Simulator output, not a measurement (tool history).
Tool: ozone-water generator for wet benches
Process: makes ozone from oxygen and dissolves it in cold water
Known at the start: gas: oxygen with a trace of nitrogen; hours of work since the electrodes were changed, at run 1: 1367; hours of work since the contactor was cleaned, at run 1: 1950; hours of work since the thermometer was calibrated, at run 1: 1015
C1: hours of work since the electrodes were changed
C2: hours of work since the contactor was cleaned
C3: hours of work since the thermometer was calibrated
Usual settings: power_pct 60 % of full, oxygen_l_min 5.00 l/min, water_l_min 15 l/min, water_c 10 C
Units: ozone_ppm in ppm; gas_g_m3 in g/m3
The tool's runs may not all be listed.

{"run": 1, "hour": 0.0, "power_pct": 60, "oxygen_l_min": 5.0, "water_l_min": 15, "water_c": 10, "C1": 1367, "C2": 1950, "C3": 1015, "ozone_ppm": 22.4, "gas_g_m3": 179.7}
{"run": 2, "hour": 37.7, "power_pct": 60, "oxygen_l_min": 5.0, "water_l_min": 16, "water_c": 10, "C1": 1398, "C2": 1981, "C3": 1046, "ozone_ppm": 21.2, "gas_g_m3": 180.4}
{"run": 3, "hour": 69.4, "power_pct": 60, "oxygen_l_min": 5.0, "water_l_min": 16, "water_c": 10, "C1": 1424, "C2": 2007, "C3": 1072, "ozone_ppm": 21.0, "gas_g_m3": 179.5}
{"run": 4, "hour": 94.0, "power_pct": 60, "oxygen_l_min": 5.0, "water_l_min": 16, "water_c": 10, "C1": 1444, "C2": 2027, "C3": 1092, "ozone_ppm": 20.9, "gas_g_m3": 178.4}
{"run": 5, "hour": 135.1, "power_pct": 60, "oxygen_l_min": 5.0, "water_l_min": 21, "water_c": 10, "C1": 1477, "C2": 2061, "C3": 1126, "ozone_ppm": 16.4, "gas_g_m3": 179.9}
{"run": 6, "hour": 157.1, "power_pct": 60, "oxygen_l_min": 5.0, "water_l_min": 21, "water_c": 10, "C1": 1495, "C2": 2079, "C3": 1144, "ozone_ppm": 16.4, "gas_g_m3": 179.2}
{"run": 7, "hour": 195.2, "power_pct": 60, "oxygen_l_min": 5.0, "water_l_min": 12, "water_c": 10, "C1": 1526, "C2": 2110, "C3": 1175, "ozone_ppm": 26.5, "gas_g_m3": 179.7}
{"run": 8, "hour": 225.9, "power_pct": 60, "oxygen_l_min": 5.0, "water_l_min": 12, "water_c": 10, "C1": 1552, "C2": 2135, "C3": 1200, "ozone_ppm": 26.6, "gas_g_m3": 179.6}
{"run": 9, "hour": 246.7, "power_pct": 60, "oxygen_l_min": 5.0, "water_l_min": 12, "water_c": 10, "C1": 1569, "C2": 2152, "C3": 1217, "ozone_ppm": 26.5, "gas_g_m3": 177.6}
{"run": 10, "hour": 288.7, "power_pct": 60, "oxygen_l_min": 5.0, "water_l_min": 15, "water_c": 10, "C1": 1603, "C2": 2186, "C3": 1251, "ozone_ppm": 22.1, "gas_g_m3": 178.4}
{"run": 11, "hour": 310.1, "power_pct": 60, "oxygen_l_min": 5.0, "water_l_min": 15, "water_c": 10, "C1": 1620, "C2": 2204, "C3": 1269, "ozone_ppm": 22.3, "gas_g_m3": 181.5}
{"run": 12, "hour": 329.1, "power_pct": 60, "oxygen_l_min": 5.0, "water_l_min": 10, "water_c": 10, "C1": 1636, "C2": 2219, "C3": 1284, "ozone_ppm": 30.5, "gas_g_m3": 179.3}
{"run": 13, "hour": 357.0, "power_pct": 60, "oxygen_l_min": 5.0, "water_l_min": 15, "water_c": 8, "C1": 1659, "C2": 2242, "C3": 1307, "ozone_ppm": 22.6, "gas_g_m3": 176.3}
{"run": 14, "hour": 389.1, "power_pct": 60, "oxygen_l_min": 5.0, "water_l_min": 15, "water_c": 8, "C1": 1685, "C2": 2268, "C3": 1333, "ozone_ppm": 22.9, "gas_g_m3": 177.6}
{"run": 15, "hour": 422.6, "power_pct": 60, "oxygen_l_min": 5.0, "water_l_min": 15, "water_c": 8, "C1": 1712, "C2": 2295, "C3": 1360, "ozone_ppm": 22.6, "gas_g_m3": 179.5}
{"run": 16, "hour": 459.7, "power_pct": 60, "oxygen_l_min": 5.0, "water_l_min": 15, "water_c": 8, "C1": 1743, "C2": 2326, "C3": 1391, "ozone_ppm": 22.5, "gas_g_m3": 178.2}
{"run": 17, "hour": 477.9, "power_pct": 60, "oxygen_l_min": 5.0, "water_l_min": 15, "water_c": 10, "C1": 1757, "C2": 2341, "C3": 1406, "ozone_ppm": 22.1, "gas_g_m3": 180.1}
{"run": 18, "hour": 503.5, "power_pct": 60, "oxygen_l_min": 6.59, "water_l_min": 14, "water_c": 11, "C1": 1778, "C2": 2362, "C3": 1427, "ozone_ppm": 21.8, "gas_g_m3": 149.0}
{"run": 19, "hour": 522.2, "power_pct": 60, "oxygen_l_min": 5.67, "water_l_min": 10, "water_c": 18, "C1": 1794, "C2": 2377, "C3": 1442, "ozone_ppm": 25.0, "gas_g_m3": 163.7}
{"run": 20, "hour": 545.0, "power_pct": 60, "oxygen_l_min": 5.0, "water_l_min": 14, "water_c": 10, "C1": 1812, "C2": 2395, "C3": 1460, "ozone_ppm": 23.5, "gas_g_m3": 179.6}
{"run": 21, "hour": 588.0, "power_pct": 52, "oxygen_l_min": 7.74, "water_l_min": 11, "water_c": 8, "C1": 1847, "C2": 2430, "C3": 1496, "ozone_ppm": 23.4, "gas_g_m3": 120.4}
{"run": 22, "hour": 610.6, "power_pct": 60, "oxygen_l_min": 5.0, "water_l_min": 13, "water_c": 10, "C1": 1866, "C2": 2449, "C3": 1514, "ozone_ppm": 24.6, "gas_g_m3": 180.1}
{"run": 23, "hour": 644.9, "power_pct": 81, "oxygen_l_min": 5.0, "water_l_min": 9, "water_c": 10, "C1": 1894, "C2": 2477, "C3": 1542, "ozone_ppm": 40.7, "gas_g_m3": 226.8}
{"hour": 652.6, "done": "contactor cleaned"}
{"run": 24, "hour": 679.3, "power_pct": 60, "oxygen_l_min": 2.84, "water_l_min": 15, "water_c": 6, "C1": 1919, "C2": 22, "C3": 1567, "ozone_ppm": 22.8, "gas_g_m3": 257.4}
{"run": 25, "hour": 707.1, "power_pct": 60, "oxygen_l_min": 2.84, "water_l_min": 15, "water_c": 6, "C1": 1941, "C2": 45, "C3": 1590, "ozone_ppm": 22.8, "gas_g_m3": 261.0}
{"run": 26, "hour": 746.5, "power_pct": 60, "oxygen_l_min": 2.84, "water_l_min": 15, "water_c": 6, "C1": 1973, "C2": 77, "C3": 1622, "ozone_ppm": 22.6, "gas_g_m3": 260.5}
{"run": 27, "hour": 791.3, "power_pct": 60, "oxygen_l_min": 2.84, "water_l_min": 15, "water_c": 6, "C1": 2010, "C2": 113, "C3": 1658, "ozone_ppm": 22.7, "gas_g_m3": 260.2}
{"run": 28, "hour": 817.0, "power_pct": 60, "oxygen_l_min": 2.84, "water_l_min": 15, "water_c": 6, "C1": 2031, "C2": 134, "C3": 1679, "ozone_ppm": 22.7, "gas_g_m3": 257.7}
{"hour": 846.6, "done": "contactor cleaned, once more"}
{"run": 29, "hour": 849.0, "power_pct": 72, "oxygen_l_min": 5.0, "water_l_min": 15, "water_c": 15, "C1": 2054, "C2": 2, "C3": 1702, "ozone_ppm": 24.3, "gas_g_m3": 206.8}
{"run": 30, "hour": 888.1, "power_pct": 43, "oxygen_l_min": 4.77, "water_l_min": 19, "water_c": 15, "C1": 2086, "C2": 34, "C3": 1734, "ozone_ppm": 13.3, "gas_g_m3": 141.7}
{"run": 31, "hour": 910.4, "power_pct": 43, "oxygen_l_min": 4.77, "water_l_min": 19, "water_c": 15, "C1": 2104, "C2": 52, "C3": 1752, "ozone_ppm": 13.5, "gas_g_m3": 142.2}
{"run": 32, "hour": 938.5, "power_pct": 53, "oxygen_l_min": 3.9, "water_l_min": 19, "water_c": 15, "C1": 2127, "C2": 75, "C3": 1775, "ozone_ppm": 16.0, "gas_g_m3": 190.3}
{"run": 33, "hour": 977.7, "power_pct": 98, "oxygen_l_min": 6.37, "water_l_min": 15, "water_c": 10, "C1": 2159, "C2": 107, "C3": 1807, "ozone_ppm": 32.1, "gas_g_m3": 219.9}

Some steps in ozone_ppm between neighbouring runs. How much of each would the tool show without its hidden state too (settings, what came in, random variation), and how much is left for the hidden state, with any gauge scatter that isn't in both results?
The hidden state here: yield of the discharge, % of new electrodes'; contactor's efficiency, % of a clean one's; true water temperature over the reading, C; drift of the gauge itself on ozone_ppm, %; drift of the gauge itself on gas_g_m3, %.
Run 22 -> 23: power_pct 60 -> 81, water_l_min 13 -> 9. ozone_ppm +16.1 ppm: hidden state -1.2, all else +17.3.
Run 23 -> 24: power_pct 81 -> 60, oxygen_l_min 5.00 -> 2.84, water_l_min 9 -> 15, water_c 10 -> 6, contactor cleaned. ozone_ppm -17.9 ppm: hidden state +0.7, all else -18.6.
Run 28 -> 29: power_pct 60 -> 72, oxygen_l_min 2.84 -> 5.00, water_c 6 -> 15, contactor cleaned, once more. ozone_ppm +1.6 ppm: hidden state +1.4, all else +0.2.
Run 32 -> 33: power_pct 53 -> 98, oxygen_l_min 3.90 -> 6.37, water_l_min 19 -> 15, water_c 15 -> 10. ozone_ppm +16.1 ppm: hidden state -1.1, all else +17.2.

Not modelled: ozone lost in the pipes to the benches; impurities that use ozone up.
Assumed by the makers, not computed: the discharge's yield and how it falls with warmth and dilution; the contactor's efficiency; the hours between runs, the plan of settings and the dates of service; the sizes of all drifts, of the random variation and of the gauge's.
